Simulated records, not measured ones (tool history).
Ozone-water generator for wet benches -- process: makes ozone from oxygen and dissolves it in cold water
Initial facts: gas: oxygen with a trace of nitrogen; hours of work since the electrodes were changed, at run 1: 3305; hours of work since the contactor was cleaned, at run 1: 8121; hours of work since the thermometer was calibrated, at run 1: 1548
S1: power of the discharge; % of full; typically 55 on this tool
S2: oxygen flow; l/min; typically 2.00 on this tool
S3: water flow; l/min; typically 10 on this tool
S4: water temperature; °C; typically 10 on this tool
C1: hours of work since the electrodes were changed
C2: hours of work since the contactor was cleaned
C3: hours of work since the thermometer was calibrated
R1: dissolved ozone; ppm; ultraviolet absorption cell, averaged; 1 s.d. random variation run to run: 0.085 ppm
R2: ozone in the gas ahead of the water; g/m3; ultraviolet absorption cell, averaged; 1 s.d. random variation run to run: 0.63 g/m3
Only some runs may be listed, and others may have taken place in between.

run,day,S1,S2,S3,S4,C1,C2,C3,R1,R2
1,0.000,55,2.00,10,10,3305,8121,1548,12.24,131.7
2,3.850,55,2.00,10,10,3391,8207,1634,12.13,132.5
3,7.946,55,2.00,10,10,3482,8298,1725,12.22,131.7
4,11.129,55,2.00,10,10,3553,8369,1796,12.14,131.6
5,13.662,55,2.00,10,10,3610,8425,1853,12.14,132.7
6,17.825,55,2.00,10,10,3702,8518,1945,12.26,133.2
7,21.279,55,2.00,10,10,3779,8595,2022,12.27,131.8
8,23.808,55,2.00,10,10,3835,8651,2079,12.22,131.9
9,28.221,55,2.00,10,10,3934,8749,2177,12.02,132.9
10,32.204,55,2.00,10,9,4022,8838,2265,12.28,132.3
11,34.900,55,2.00,10,9,4082,8898,2325,12.29,133.6
12,38.708,55,2.00,10,9,4167,8983,2410,12.30,132.3
13,42.158,55,2.00,16,10,4244,9060,2487,7.80,133.5
14,46.050,55,2.00,16,10,4331,9146,2574,7.67,134.4
15,50.525,55,2.00,13,10,4430,9246,2673,9.42,134.7
16,54.550,55,2.00,13,10,4520,9336,2763,9.47,132.9
17,58.012,55,2.00,13,10,4597,9413,2840,9.55,133.9
18,61.271,55,2.00,13,10,4670,9485,2913,9.57,132.1
19,64.788,40,1.10,9,13,4748,9564,2991,8.46,130.1
20,68.392,54,2.00,10,14,4828,9644,3071,11.49,132.1
21,71.892,55,1.82,10,10,4906,9722,3149,11.81,140.7
22,76.188,98,3.20,15,9,5002,9817,3245,16.07,186.2
23,79.712,98,3.20,6,9,5080,9896,3323,33.15,187.1
24,84.396,40,2.00,10,10,5184,10000,3428,9.15,101.2
25,86.408,55,2.00,14,9,5229,10045,3472,8.94,134.5
26,91.162,55,1.19,11,10,5335,10151,3578,9.80,171.3
27,93.596,55,1.19,11,10,5389,10205,3632,9.71,171.1
28,97.900,93,2.00,10,13,5485,10301,3728,19.50,220.9
# day 99.929: gauge calibrated
29,101.442,55,1.16,10,10,5564,10380,3807,10.71,171.0
30,106.042,66,2.00,10,10,5666,10482,3910,14.68,156.9
31,109.912,66,2.00,10,10,5753,10568,3996,14.51,157.3
# day 113.892: contactor cleaned
32,114.446,83,2.00,10,6,5850,12,4093,18.76,194.9
33,118.017,63,2.00,11,6,5929,92,4172,13.20,150.8

Consider 4 possible next runs. They are alternatives, not a sequence: every one starts from the tool as it was left by run 33. What does each give?
A,120.738,55,2.44,10,10,5990,152,4233,?,?
B,120.738,55,1.79,14,10,5990,152,4233,?,?
C,120.738,55,2.00,10,8,5990,152,4233,?,?
D,120.738,55,1.71,16,14,5990,152,4233,?,?

run,R1,R2
A,12.59,121.0
B,8.58,139.6
C,12.40,132.4
D,7.13,142.7
Take away the tool's hidden state, keep each run's random variation, and the runs would have read:
run,R1,R2
A,12.60,120.5
B,8.59,139.0
C,12.41,131.8
D,7.13,142.1
